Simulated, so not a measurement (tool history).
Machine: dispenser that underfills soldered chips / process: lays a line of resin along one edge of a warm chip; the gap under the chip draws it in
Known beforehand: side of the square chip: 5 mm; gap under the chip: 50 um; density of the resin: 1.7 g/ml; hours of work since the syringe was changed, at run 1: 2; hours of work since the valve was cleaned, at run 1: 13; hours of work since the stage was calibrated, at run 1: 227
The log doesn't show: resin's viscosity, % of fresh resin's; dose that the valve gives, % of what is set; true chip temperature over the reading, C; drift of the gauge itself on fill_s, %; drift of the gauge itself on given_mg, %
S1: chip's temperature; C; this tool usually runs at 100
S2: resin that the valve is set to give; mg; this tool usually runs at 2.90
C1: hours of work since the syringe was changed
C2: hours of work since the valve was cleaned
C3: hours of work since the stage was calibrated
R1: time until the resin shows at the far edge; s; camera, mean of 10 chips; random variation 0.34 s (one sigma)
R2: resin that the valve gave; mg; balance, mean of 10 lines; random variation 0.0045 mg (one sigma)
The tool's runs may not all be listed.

| run | hour | S1 | S2 | C1 | C2 | C3 | R1 | R2 |
|---|---|---|---|---|---|---|---|---|
| 1 | 0.0 | 100 | 2.90 | 2 | 13 | 227 | 19.5 | 2.893 |
| 2 | 8.3 | 100 | 2.90 | 7 | 18 | 232 | 29.5 | 2.886 |
|  | 11.1 | new syringe of resin |
| 3 | 24.7 | 100 | 2.90 | 8 | 27 | 242 | 32.6 | 2.875 |
|  | 25.9 | new syringe of resin |
|  | 40.3 | new syringe of resin |
| 4 | 40.3 | 100 | 2.90 | 0 | 36 | 251 | 15.9 | 2.864 |
| 5 | 53.4 | 100 | 2.90 | 8 | 44 | 259 | 31.4 | 2.854 |
|  | 55.0 | new syringe of resin |
|  | 70.2 | new syringe of resin |
| 6 | 70.2 | 100 | 2.82 | 0 | 54 | 268 | 17.1 | 2.756 |
| 7 | 78.0 | 100 | 2.69 | 5 | 59 | 273 | 24.9 | 2.639 |
|  | 85.4 | new syringe of resin |
| 8 | 92.8 | 100 | 2.69 | 4 | 68 | 282 | 24.7 | 2.634 |
|  | 95.2 | dispensing valve cleaned and set on the balance |
|  | 100.9 | new syringe of resin |
| 9 | 108.6 | 100 | 3.20 | 5 | 8 | 291 | 24.0 | 3.179 |
|  | 116.2 | new syringe of resin |
| 10 | 125.0 | 100 | 3.39 | 5 | 18 | 300 | 25.2 | 3.359 |
|  | 131.1 | new syringe of resin |
| 11 | 136.9 | 100 | 2.90 | 3 | 25 | 307 | 21.5 | 2.866 |
|  | 146.3 | new syringe of resin |
| 12 | 148.1 | 100 | 2.90 | 1 | 31 | 314 | 17.8 | 2.863 |
|  | 161.7 | new syringe of resin |
| 13 | 164.4 | 100 | 2.90 | 2 | 41 | 323 | 19.0 | 2.846 |
|  | 177.0 | new syringe of resin |
| 14 | 178.3 | 100 | 2.90 | 1 | 49 | 332 | 17.2 | 2.841 |
| 15 | 185.4 | 100 | 2.90 | 5 | 53 | 336 | 24.9 | 2.839 |
|  | 192.2 | new syringe of resin |
| 16 | 199.0 | 105 | 2.90 | 4 | 61 | 344 | 20.1 | 2.826 |
|  | 207.3 | new syringe of resin |
|  | 211.0 | dispensing valve cleaned and set on the balance |
| 17 | 214.4 | 112 | 3.60 | 4 | 2 | 352 | 15.9 | 3.603 |
|  | 222.6 | new syringe of resin |
| 18 | 225.1 | 107 | 2.60 | 1 | 8 | 359 | 15.7 | 2.596 |
| 19 | 233.2 | 95 | 3.37 | 6 | 13 | 364 | 30.0 | 3.348 |
|  | 237.4 | new syringe of resin |
| 20 | 242.0 | 95 | 3.37 | 3 | 18 | 369 | 21.8 | 3.354 |
|  | 252.3 | new syringe of resin |
| 21 | 256.0 | 95 | 3.37 | 2 | 27 | 377 | 20.7 | 3.337 |
|  | 266.8 | new syringe of resin |
| 22 | 270.9 | 114 | 3.62 | 2 | 35 | 386 | 13.1 | 3.582 |
| 23 | 279.3 | 114 | 3.62 | 8 | 40 | 391 | 20.4 | 3.568 |

Difference, measured minus no-hidden-state, one row per run. Run-to-run variation is common to both terms; the gauge's own scatter need not be:
| run | R1 | R2 |
|---|---|---|
| 1 | +2.4 | -0.009 |
| 2 | +12.5 | -0.014 |
| 3 | +15.6 | -0.023 |
| 4 | -0.8 | -0.033 |
| 5 | +14.6 | -0.040 |
| 6 | -0.4 | -0.049 |
| 7 | +7.9 | -0.051 |
| 8 | +7.0 | -0.058 |
| 9 | +7.2 | -0.016 |
| 10 | +8.0 | -0.030 |
| 11 | +4.4 | -0.032 |
| 12 | +0.9 | -0.038 |
| 13 | +1.7 | -0.048 |
| 14 | +0.3 | -0.056 |
| 15 | +7.9 | -0.061 |
| 16 | +5.0 | -0.068 |
| 17 | +3.7 | -0.002 |
| 18 | +0.9 | -0.007 |
| 19 | +11.2 | -0.014 |
| 20 | +3.1 | -0.021 |
| 21 | +2.3 | -0.030 |
| 22 | +1.7 | -0.044 |
| 23 | +8.8 | -0.050 |
